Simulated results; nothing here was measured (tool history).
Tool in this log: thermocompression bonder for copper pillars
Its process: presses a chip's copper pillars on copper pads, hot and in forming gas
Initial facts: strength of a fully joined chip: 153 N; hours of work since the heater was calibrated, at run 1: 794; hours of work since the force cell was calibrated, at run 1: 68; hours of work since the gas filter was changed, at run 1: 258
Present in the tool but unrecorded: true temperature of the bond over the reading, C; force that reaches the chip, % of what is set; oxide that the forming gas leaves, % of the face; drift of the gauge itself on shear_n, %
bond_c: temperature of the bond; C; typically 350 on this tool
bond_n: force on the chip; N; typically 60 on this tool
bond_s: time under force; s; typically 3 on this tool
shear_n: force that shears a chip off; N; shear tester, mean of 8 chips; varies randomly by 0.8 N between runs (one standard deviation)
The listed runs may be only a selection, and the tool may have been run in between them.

run	hour	bond_c	bond_n	bond_s	hours of work since the heater was calibrated	hours of work since the force cell was calibrated	hours of work since the gas filter was changed	shear_n
1	0	350	60	3	794	68	258	54.4
2	39.8	350	60	3	816	90	279	54.6
3	73.3	350	60	3	834	109	298	53.8
4	104.4	350	60	3	851	126	315	53.7
5	143.3	350	60	3	873	147	337	52.8
6	180.7	350	60	3	893	168	357	53.8
7	202.2	350	60	6	905	180	369	67.9
8	238.1	350	60	2	925	200	389	44.2
9	259	350	60	2	937	211	401	44.5
10	291.4	350	60	2	955	229	418	43.7
11	329.9	354	37	4	976	250	440	34.9
# hour 333.1: forming gas filter changed
12	363.2	374	50	5	994	269	17	69.3
13	385.8	323	64	3	1006	281	29	41.9
14	426.4	323	64	3	1029	303	51	41.5
15	459.3	356	75	2	1047	322	70	62.8
16	489.3	352	68	7	1064	338	86	83.2
17	510.1	333	68	3	1075	350	98	49.5
18	538.2	333	68	3	1091	365	113	49
19	572	333	68	3	1109	384	132	49.3
20	612.6	350	43	2	1132	406	154	29.4

What if the next run were any one of these 5? Each begins from the tool's condition after run 20:
A	644.9	321	41	3	1149	424	172	?
B	644.9	326	60	5	1149	424	172	?
C	644.9	350	60	2	1149	424	172	?
D	644.9	358	66	3	1149	424	172	?
E	644.9	379	38	2	1149	424	172	?

run	shear_n
A	22.2
B	47.4
C	43.3
D	64
E	36.1
What these runs would have given with no unlogged condition in the tool:
run	shear_n
A	28
B	57.9
C	52.7
D	75.8
E	43.5
